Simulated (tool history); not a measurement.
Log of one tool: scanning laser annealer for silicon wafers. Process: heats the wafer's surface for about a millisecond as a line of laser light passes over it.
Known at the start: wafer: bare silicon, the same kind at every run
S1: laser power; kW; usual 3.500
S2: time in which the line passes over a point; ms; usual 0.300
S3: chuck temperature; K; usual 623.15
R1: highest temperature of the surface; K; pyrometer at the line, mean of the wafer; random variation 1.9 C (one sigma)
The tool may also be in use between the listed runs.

run    hour     S1     S2      S3       R1
  1     0.0  3.500  0.300  623.15  1464.15
  2    35.7  3.500  0.300  623.15  1464.15
  3    71.4  3.500  0.300  623.15  1466.15
  4   115.0  3.500  0.233  623.15  1360.15
  5   172.2  3.500  0.233  623.15  1359.15
  6   204.9  3.500  0.300  623.15  1463.15
  7   240.9  3.500  0.300  623.15  1462.15
  8   273.6  3.500  0.300  623.15  1461.15
  9   303.7  3.500  0.300  623.15  1463.15
 10   353.7  3.500  0.300  623.15  1466.15
 11   390.6  3.499  0.300  623.15  1466.15
 12   446.8  3.499  0.300  583.15  1424.15
 13   494.1  3.500  0.300  623.15  1465.15
 14   524.3  3.500  0.300  623.15  1465.15
 15   578.3  3.500  0.280  623.15  1434.15
 16   616.3  3.500  0.300  623.15  1466.15
 17   675.7  3.500  0.300  623.15  1466.15
 18   715.5  3.500  0.300  623.15  1464.15
 19   749.3  3.500  0.300  623.15  1468.15
 20   779.6  3.500  0.300  623.15  1468.15
 21   839.9  3.500  0.300  619.15  1460.15
 22   876.5  3.033  0.300  602.15  1333.15
 23   930.4  3.500  0.300  602.15  1444.15
 24   978.5  3.500  0.300  602.15  1445.15
 25  1034.2  3.500  0.299  605.15  1443.15
 26  1091.1  3.500  0.300  597.15  1440.15
 27  1155.0  3.517  0.311  597.15  1464.15
 28  1202.5  3.214  0.300  585.15  1359.15
 29  1256.1  3.500  0.253  652.15  1419.15
 30  1299.9  3.669  0.300  587.15  1468.15
 31  1355.2  3.500  0.300  628.15  1469.15
 32  1408.5  3.500  0.300  628.15  1470.15
 33  1448.3  3.500  0.300  628.15  1469.15
 34  1502.1  3.422  0.369  595.15  1511.15
 35  1560.2  3.422  0.369  595.15  1519.15
 36  1589.2  3.500  0.309  623.15  1481.15
 37  1621.7  3.500  0.223  655.15  1373.15
 38  1680.3  3.532  0.343  623.15  1538.15
 39  1731.9  3.532  0.343  623.15  1537.15
 40  1777.2  2.991  0.220  583.15  1194.15

Taken out of this log: 3 entries between the listed runs. Where each belongs, and how the hidden state differs across it:
Between runs 11 and 12: window over the wafer cleaned (hour 439.9)
  light that passes the window, % of a clean one's: 99.86 -> 100; width of the line over the set one, %: 0.11 -> 0.12
Between runs 16 and 17: optics aligned, line set to its width (hour 663.7)
  width of the line over the set one, %: 0.13 -> 0.01
Between runs 38 and 39: window over the wafer cleaned (hour 1731.9)
  light that passes the window, % of a clean one's: 99.88 -> 99.99; width of the line over the set one, %: 0.11 -> 0.12
